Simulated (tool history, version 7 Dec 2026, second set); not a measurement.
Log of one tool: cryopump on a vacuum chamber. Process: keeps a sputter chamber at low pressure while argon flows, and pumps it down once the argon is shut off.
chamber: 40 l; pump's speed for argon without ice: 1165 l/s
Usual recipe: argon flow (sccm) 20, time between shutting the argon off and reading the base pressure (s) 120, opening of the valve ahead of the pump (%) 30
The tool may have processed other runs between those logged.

| run | hour | argon flow (sccm) | time between shutting the argon off and reading the base pressure (s) | opening of the valve ahead of the pump (%) | pressure while argon flows (Pa) | pressure after the wait (uPa) |
|---|---|---|---|---|---|---|
| 1 | 0 | 20 | 120 | 30 | 0.1016 | 1.14 |
| 2 | 70.1 | 20 | 32 | 30 | 0.1024 | 2.57 |
| 3 | 108.9 | 20 | 62 | 30 | 0.1031 | 1.67 |
| 4 | 197.1 | 20 | 22 | 30 | 0.1058 | 3.56 |
| 5 | 238.8 | 17 | 120 | 30 | 0.0898 | 1.44 |
|  | 297.7 | pump warmed up, emptied and cooled again |
| 6 | 305.6 | 17 | 120 | 30 | 0.0817 | 1.29 |
| 7 | 383.9 | 9 | 120 | 30 | 0.0442 | 1.41 |
| 8 | 463.9 | 11 | 120 | 30 | 0.0545 | 1.41 |
| 9 | 505.1 | 25 | 120 | 30 | 0.1252 | 1.5 |
| 10 | 570 | 25 | 204 | 30 | 0.1261 | 1.35 |
| 11 | 624.9 | 25 | 204 | 30 | 0.1288 | 1.46 |
| 12 | 664.5 | 25 | 204 | 30 | 0.1292 | 1.46 |
| 13 | 727.1 | 20 | 120 | 30 | 0.1057 | 1.74 |
| 14 | 801.7 | 20 | 212 | 30 | 0.1061 | 1.68 |
| 15 | 862.7 | 20 | 120 | 25 | 0.1271 | 1.97 |
| 16 | 903.6 | 17 | 120 | 25 | 0.1093 | 2.07 |
|  | 916.9 | pump warmed up, emptied and cooled again |
| 17 | 971.5 | 17 | 120 | 25 | 0.1004 | 1.7 |
| 18 | 1041.1 | 17 | 120 | 25 | 0.0998 | 1.84 |
|  | 1070.8 | leaking fittings of the chamber tightened, without venting |
| 19 | 1115.5 | 12 | 174 | 29 | 0.0629 | 0.71 |
| 20 | 1167 | 30 | 174 | 42 | 0.1104 | 0.74 |
| 21 | 1243 | 27 | 22 | 42 | 0.1014 | 3.11 |
| 22 | 1292.2 | 27 | 23 | 42 | 0.1033 | 3.1 |
| 23 | 1367.5 | 27 | 23 | 42 | 0.1044 | 3.17 |
| 24 | 1449.8 | 27 | 23 | 42 | 0.1061 | 3.22 |
| 25 | 1488.9 | 11 | 173 | 30 | 0.0602 | 1.06 |
|  | 1538.4 | pump warmed up, emptied and cooled again |
| 26 | 1539 | 10 | 68 | 48 | 0.0314 | 1.47 |
| 27 | 1577.7 | 20 | 34 | 26 | 0.1127 | 2.34 |
| 28 | 1615.4 | 16 | 49 | 30 | 0.0782 | 1.86 |
| 29 | 1666.1 | 16 | 49 | 30 | 0.079 | 1.9 |
| 30 | 1715 | 14 | 120 | 30 | 0.069 | 1.28 |
| 31 | 1796.9 | 11 | 120 | 49 | 0.0349 | 1.41 |
| 32 | 1844.1 | 10 | 161 | 43 | 0.0362 | 1.26 |
| 33 | 1904.8 | 30 | 73 | 18 | 0.2509 | 1.81 |
| 34 | 1977.5 | 30 | 73 | 18 | 0.254 | 1.94 |

Consider 4 possible next runs. They are alternatives, not a sequence: every one starts from the tool as it was left by run 34. What does each give?
| A | 2052 | 30 | 168 | 18 | ? | ? |
| B | 2052 | 19 | 21 | 30 | ? | ? |
| C | 2052 | 21 | 73 | 32 | ? | ? |
| D | 2052 | 37 | 44 | 28 | ? | ? |

| run | pressure while argon flows (Pa) | pressure after the wait (uPa) |
|---|---|---|
| A | 0.2565 | 1.56 |
| B | 0.1009 | 3.98 |
| C | 0.1058 | 2.02 |
| D | 0.2095 | 2.53 |
Stripped of hidden state, with their random variation kept, the same runs would have yielded:
| run | pressure while argon flows (Pa) | pressure after the wait (uPa) |
|---|---|---|
| A | 0.2418 | 0.6 |
| B | 0.0916 | 3.01 |
| C | 0.0954 | 1.06 |
| D | 0.1915 | 1.57 |

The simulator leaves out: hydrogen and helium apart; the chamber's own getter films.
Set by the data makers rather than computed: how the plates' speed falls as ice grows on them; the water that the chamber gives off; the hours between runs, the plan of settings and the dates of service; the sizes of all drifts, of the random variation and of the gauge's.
